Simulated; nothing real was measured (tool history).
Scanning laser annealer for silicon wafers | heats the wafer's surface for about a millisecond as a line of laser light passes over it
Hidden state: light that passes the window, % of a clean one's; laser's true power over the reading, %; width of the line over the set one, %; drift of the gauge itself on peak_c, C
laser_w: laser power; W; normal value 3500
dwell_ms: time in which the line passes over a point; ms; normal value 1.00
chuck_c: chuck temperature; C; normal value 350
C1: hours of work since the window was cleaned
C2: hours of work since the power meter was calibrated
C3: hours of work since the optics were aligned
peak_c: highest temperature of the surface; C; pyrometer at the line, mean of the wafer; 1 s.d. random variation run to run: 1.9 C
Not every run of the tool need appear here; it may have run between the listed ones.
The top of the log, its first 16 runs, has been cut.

run 17 hour=300.4 | laser_w=3500 dwell_ms=1.00 chuck_c=350 | C1=16 C2=371 C3=600 | peak_c=1104
run 18 hour=312.4 | laser_w=3637 dwell_ms=1.00 chuck_c=350 | C1=21 C2=376 C3=605 | peak_c=1131
run 19 hour=322.6 | laser_w=3637 dwell_ms=1.00 chuck_c=350 | C1=26 C2=380 C3=609 | peak_c=1132
run 20 hour=332.7 | laser_w=3637 dwell_ms=1.00 chuck_c=350 | C1=30 C2=385 C3=614 | peak_c=1128
run 21 hour=343.4 | laser_w=3500 dwell_ms=0.86 chuck_c=350 | C1=35 C2=389 C3=618 | peak_c=1053
run 22 hour=362.8 | laser_w=3500 dwell_ms=0.86 chuck_c=350 | C1=43 C2=398 C3=627 | peak_c=1051
run 23 hour=385.5 | laser_w=3500 dwell_ms=0.86 chuck_c=350 | C1=53 C2=408 C3=637 | peak_c=1052
run 24 hour=397.9 | laser_w=3633 dwell_ms=0.89 chuck_c=379 | C1=58 C2=413 C3=642 | peak_c=1120
run 25 hour=412.5 | laser_w=3638 dwell_ms=0.78 chuck_c=328 | C1=65 C2=419 C3=648 | peak_c=1024
run 26 hour=437.4 | laser_w=3500 dwell_ms=0.97 chuck_c=350 | C1=76 C2=430 C3=659 | peak_c=1093
run 27 hour=457.0 | laser_w=3500 dwell_ms=0.97 chuck_c=350 | C1=84 C2=439 C3=668 | peak_c=1094
run 28 hour=472.3 | laser_w=3590 dwell_ms=0.98 chuck_c=326 | C1=91 C2=445 C3=674 | peak_c=1090
run 29 hour=497.2 | laser_w=3409 dwell_ms=0.88 chuck_c=350 | C1=101 C2=456 C3=685 | peak_c=1044
run 30 hour=521.6 | laser_w=3154 dwell_ms=1.00 chuck_c=339 | C1=112 C2=467 C3=696 | peak_c=1021
run 31 hour=535.3 | laser_w=3154 dwell_ms=1.00 chuck_c=313 | C1=118 C2=473 C3=702 | peak_c=998
run 32 hour=556.7 | laser_w=3153 dwell_ms=1.11 chuck_c=320 | C1=127 C2=482 C3=711 | peak_c=1040
run 33 hour=578.2 | laser_w=3153 dwell_ms=0.85 chuck_c=373 | C1=137 C2=491 C3=720 | peak_c=1002
run 34 hour=588.5 | laser_w=3153 dwell_ms=0.85 chuck_c=373 | C1=141 C2=496 C3=725 | peak_c=1004
run 35 hour=600.9 | laser_w=3058 dwell_ms=1.16 chuck_c=384 | C1=146 C2=501 C3=730 | peak_c=1097
run 36 hour=611.3 | laser_w=3592 dwell_ms=1.00 chuck_c=350 | C1=151 C2=506 C3=735 | peak_c=1120
run 37 hour=624.4 | laser_w=3808 dwell_ms=1.00 chuck_c=385 | C1=157 C2=511 C3=740 | peak_c=1199
run 38 hour=637.5 | laser_w=3808 dwell_ms=1.00 chuck_c=385 | C1=162 C2=517 C3=746 | peak_c=1197
run 39 hour=648.3 | laser_w=3170 dwell_ms=1.00 chuck_c=374 | C1=167 C2=522 C3=751 | peak_c=1061

Estimate the outcome of run 40 from the log above:
run 40 hour=669.8 | laser_w=3170 dwell_ms=1.00 chuck_c=374 | C1=176 C2=531 C3=760 | peak_c=?

Logged for run 40: peak_c 1061 C.
Had the tool carried no hidden state, the very same run would have given peak_c 1061 C.
